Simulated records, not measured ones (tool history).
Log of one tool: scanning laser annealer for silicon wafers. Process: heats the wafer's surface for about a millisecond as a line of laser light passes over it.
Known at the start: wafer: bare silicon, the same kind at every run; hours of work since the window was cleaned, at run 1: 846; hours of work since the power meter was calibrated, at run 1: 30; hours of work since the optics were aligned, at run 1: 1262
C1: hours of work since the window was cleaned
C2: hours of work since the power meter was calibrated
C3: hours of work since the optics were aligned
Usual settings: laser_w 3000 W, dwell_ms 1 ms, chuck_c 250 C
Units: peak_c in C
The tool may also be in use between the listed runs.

Run 1, hour 0: usual settings; C1 846; C2 30; C3 1262. Result: peak_c 974 C.
Run 2, hour 12.5: usual settings; C1 855; C2 39; C3 1271. Result: peak_c 975 C.
Run 3, hour 23.2: usual settings; C1 862; C2 47; C3 1278. Result: peak_c 973 C.
Run 4, hour 36.7: usual settings; C1 872; C2 57; C3 1288. Result: peak_c 969 C.
Run 5, hour 46: usual settings; C1 879; C2 63; C3 1294. Result: peak_c 968 C.
Run 6, hour 58: usual settings but chuck_c 258 C; C1 887; C2 72; C3 1303. Result: peak_c 981 C.
Run 7, hour 68.5: usual settings but chuck_c 258 C; C1 895; C2 79; C3 1310. Result: peak_c 977 C.
Run 8, hour 79.7: usual settings but dwell_ms 0.8 ms, chuck_c 258 C; C1 902; C2 87; C3 1318. Result: peak_c 899 C.
Run 9, hour 89.9: usual settings but laser_w 2733 W, dwell_ms 0.8 ms, chuck_c 258 C; C1 910; C2 94; C3 1326. Result: peak_c 826 C.
Run 10, hour 98.1: usual settings but laser_w 2733 W, dwell_ms 0.8 ms, chuck_c 258 C; C1 916; C2 100; C3 1332. Result: peak_c 826 C.
Run 11, hour 104.5: usual settings but laser_w 2640 W, dwell_ms 0.8 ms, chuck_c 258 C; C1 920; C2 105; C3 1336. Result: peak_c 798 C.
Run 12, hour 119: usual settings but laser_w 2640 W, dwell_ms 0.8 ms, chuck_c 258 C; C1 930; C2 115; C3 1346. Result: peak_c 798 C.
Run 13, hour 129.3: usual settings but chuck_c 218 C; C1 938; C2 122; C3 1354. Result: peak_c 936 C.
Run 14, hour 141.4: usual settings; C1 946; C2 131; C3 1362. Result: peak_c 966 C.
Run 15, hour 151.3: usual settings; C1 953; C2 138; C3 1369. Result: peak_c 968 C.
Run 16, hour 162.3: usual settings; C1 961; C2 146; C3 1377. Result: peak_c 966 C.
Run 17, hour 176: usual settings; C1 971; C2 156; C3 1387. Result: peak_c 966 C.
At hour 180.5: window over the wafer cleaned.
Run 18, hour 184.5: usual settings; C1 3; C2 160; C3 1392. Result: peak_c 1023 C.
Run 19, hour 192: usual settings but laser_w 2620 W; C1 8; C2 166; C3 1397. Result: peak_c 894 C.
Run 20, hour 199.2: usual settings; C1 13; C2 171; C3 1402. Result: peak_c 1021 C.
Run 21, hour 211.8: usual settings; C1 22; C2 180; C3 1411. Result: peak_c 1020 C.
Run 22, hour 220.3: usual settings but laser_w 2948 W, dwell_ms 0.88 ms; C1 28; C2 186; C3 1417. Result: peak_c 951 C.
Run 23, hour 227.7: usual settings but laser_w 2702 W, dwell_ms 0.84 ms; C1 34; C2 191; C3 1422. Result: peak_c 866 C.
Run 24, hour 240.9: usual settings but laser_w 2787 W, dwell_ms 1.24 ms, chuck_c 226 C; C1 43; C2 200; C3 1432. Result: peak_c 1010 C.
Run 25, hour 253.6: usual settings but laser_w 2787 W, dwell_ms 1.24 ms, chuck_c 226 C; C1 52; C2 209; C3 1441. Result: peak_c 1008 C.
Run 26, hour 264.8: usual settings but laser_w 2925 W, dwell_ms 0.97 ms, chuck_c 226 C; C1 60; C2 217; C3 1449. Result: peak_c 955 C.
Run 27, hour 272.8: usual settings but laser_w 2905 W, dwell_ms 0.86 ms, chuck_c 258 C; C1 66; C2 223; C3 1454. Result: peak_c 938 C.
Run 28, hour 284.1: usual settings but laser_w 2905 W, dwell_ms 0.86 ms, chuck_c 258 C; C1 74; C2 231; C3 1463. Result: peak_c 938 C.
Run 29, hour 292.3: usual settings but laser_w 2905 W, dwell_ms 1.22 ms, chuck_c 258 C; C1 80; C2 237; C3 1468. Result: peak_c 1074 C.
Run 30, hour 306.5: usual settings but dwell_ms 0.9 ms; C1 90; C2 247; C3 1478. Result: peak_c 975 C.
Run 31, hour 314.8: usual settings but dwell_ms 0.9 ms; C1 96; C2 253; C3 1484. Result: peak_c 971 C.
Run 32, hour 325.7: usual settings but dwell_ms 0.91 ms, chuck_c 237 C; C1 103; C2 261; C3 1492. Result: peak_c 962 C.
Run 33, hour 340.3: usual settings but laser_w 2686 W, dwell_ms 0.73 ms, chuck_c 276 C; C1 114; C2 271; C3 1503. Result: peak_c 839 C.
Run 34, hour 349.7: usual settings but chuck_c 248 C; C1 120; C2 278; C3 1509. Result: peak_c 1010 C.
Run 35, hour 362.6: usual settings but laser_w 3122 W; C1 130; C2 287; C3 1518. Result: peak_c 1053 C.
Run 36, hour 371.3: usual settings but laser_w 3122 W; C1 136; C2 293; C3 1525. Result: peak_c 1052 C.
Run 37, hour 378.9: usual settings but laser_w 3122 W; C1 141; C2 299; C3 1530. Result: peak_c 1053 C.
Run 38, hour 385.2: usual settings but laser_w 3122 W, dwell_ms 1.23 ms, chuck_c 211 C; C1 146; C2 303; C3 1534. Result: peak_c 1105 C.
Run 39, hour 392.8: usual settings but laser_w 3122 W, dwell_ms 1.23 ms, chuck_c 211 C; C1 151; C2 309; C3 1540. Result: peak_c 1105 C.
Run 40, hour 403.9: usual settings but dwell_ms 0.86 ms, chuck_c 229 C; C1 159; C2 316; C3 1548. Result: peak_c 933 C.
Run 41, hour 416.8: usual settings but dwell_ms 0.86 ms, chuck_c 229 C; C1 168; C2 326; C3 1557. Result: peak_c 927 C.

Hidden state or all else? Some run-to-run changes of peak_c, split into what the settings, what came in and random variation would give without the hidden state, and what is left for the hidden state (with any gauge scatter that isn't in both results):
The hidden state here: light that passes the window, % of a clean one's; laser's true power over the reading, %; width of the line over the set one, %; drift of the gauge itself on peak_c, C.
Run 7 -> 8: dwell_ms 1 -> 0.8. peak_c -78 C: hidden state +7, all else -85.
Run 12 -> 13: laser_w 2640 -> 3000, dwell_ms 0.8 -> 1, chuck_c 258 -> 218. peak_c +138 C: hidden state -17, all else +155.
Run 17 -> 18: window over the wafer cleaned. peak_c +57 C: hidden state +56, all else +1.
Run 23 -> 24: laser_w 2702 -> 2787, dwell_ms 0.84 -> 1.24, chuck_c 250 -> 226. peak_c +144 C: hidden state -4, all else +148.
Run 33 -> 34: laser_w 2686 -> 3000, dwell_ms 0.73 -> 1, chuck_c 276 -> 248. peak_c +171 C: hidden state -6, all else +177.
Run 39 -> 40: laser_w 3122 -> 3000, dwell_ms 1.23 -> 0.86, chuck_c 211 -> 229. peak_c -172 C: hidden state +6, all else -178.
